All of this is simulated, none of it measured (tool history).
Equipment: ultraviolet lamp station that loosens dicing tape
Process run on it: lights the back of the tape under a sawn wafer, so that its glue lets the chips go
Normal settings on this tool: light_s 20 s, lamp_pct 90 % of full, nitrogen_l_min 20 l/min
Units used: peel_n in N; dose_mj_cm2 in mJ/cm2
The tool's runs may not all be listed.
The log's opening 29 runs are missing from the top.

{"run": 30, "hour": 1086.0, "light_s": 17, "lamp_pct": 78, "nitrogen_l_min": 22, "peel_n": 2.507, "dose_mj_cm2": 150}
{"run": 31, "hour": 1108.9, "light_s": 33, "lamp_pct": 78, "nitrogen_l_min": 6, "peel_n": 1.645, "dose_mj_cm2": 293}
{"run": 32, "hour": 1150.0, "light_s": 37, "lamp_pct": 76, "nitrogen_l_min": 16, "peel_n": 0.834, "dose_mj_cm2": 313}
{"run": 33, "hour": 1186.4, "light_s": 37, "lamp_pct": 76, "nitrogen_l_min": 7, "peel_n": 1.352, "dose_mj_cm2": 312}
{"run": 34, "hour": 1218.8, "light_s": 37, "lamp_pct": 76, "nitrogen_l_min": 31, "peel_n": 0.62, "dose_mj_cm2": 309}
{"run": 35, "hour": 1263.3, "light_s": 14, "lamp_pct": 73, "nitrogen_l_min": 14, "peel_n": 4.032, "dose_mj_cm2": 106}
{"hour": 1283.6, "done": "lamp changed"}
{"run": 36, "hour": 1312.7, "light_s": 30, "lamp_pct": 90, "nitrogen_l_min": 14, "peel_n": 0.494, "dose_mj_cm2": 409}
{"run": 37, "hour": 1358.0, "light_s": 30, "lamp_pct": 90, "nitrogen_l_min": 14, "peel_n": 0.548, "dose_mj_cm2": 402}
{"run": 38, "hour": 1401.8, "light_s": 20, "lamp_pct": 76, "nitrogen_l_min": 29, "peel_n": 1.2, "dose_mj_cm2": 227}
{"run": 39, "hour": 1444.3, "light_s": 20, "lamp_pct": 76, "nitrogen_l_min": 38, "peel_n": 1.124, "dose_mj_cm2": 223}
{"run": 40, "hour": 1484.6, "light_s": 13, "lamp_pct": 81, "nitrogen_l_min": 20, "peel_n": 2.47, "dose_mj_cm2": 154}
{"run": 41, "hour": 1507.6, "light_s": 20, "lamp_pct": 63, "nitrogen_l_min": 11, "peel_n": 2.459, "dose_mj_cm2": 179}
{"run": 42, "hour": 1531.1, "light_s": 40, "lamp_pct": 90, "nitrogen_l_min": 34, "peel_n": 0.242, "dose_mj_cm2": 512}

Alternative continuations, all from the tool just after run 42; predict every row:
{"run": "A", "hour": 1556.1, "light_s": 22, "lamp_pct": 68, "nitrogen_l_min": 20, "peel_n": "?", "dose_mj_cm2": "?"}
{"run": "B", "hour": 1556.1, "light_s": 37, "lamp_pct": 90, "nitrogen_l_min": 8, "peel_n": "?", "dose_mj_cm2": "?"}
{"run": "C", "hour": 1556.1, "light_s": 37, "lamp_pct": 94, "nitrogen_l_min": 20, "peel_n": "?", "dose_mj_cm2": "?"}
{"run": "D", "hour": 1556.1, "light_s": 15, "lamp_pct": 60, "nitrogen_l_min": 6, "peel_n": "?", "dose_mj_cm2": "?"}

run=A peel_n=1.51 dose_mj_cm2=215
run=B peel_n=0.563 dose_mj_cm2=471
run=C peel_n=0.306 dose_mj_cm2=493
run=D peel_n=4.241 dose_mj_cm2=124
Stripped of hidden state, with their random variation kept, the same runs would have yielded:
run=A peel_n=1.216 dose_mj_cm2=243
run=B peel_n=0.438 dose_mj_cm2=532
run=C peel_n=0.258 dose_mj_cm2=557
run=D peel_n=3.836 dose_mj_cm2=140
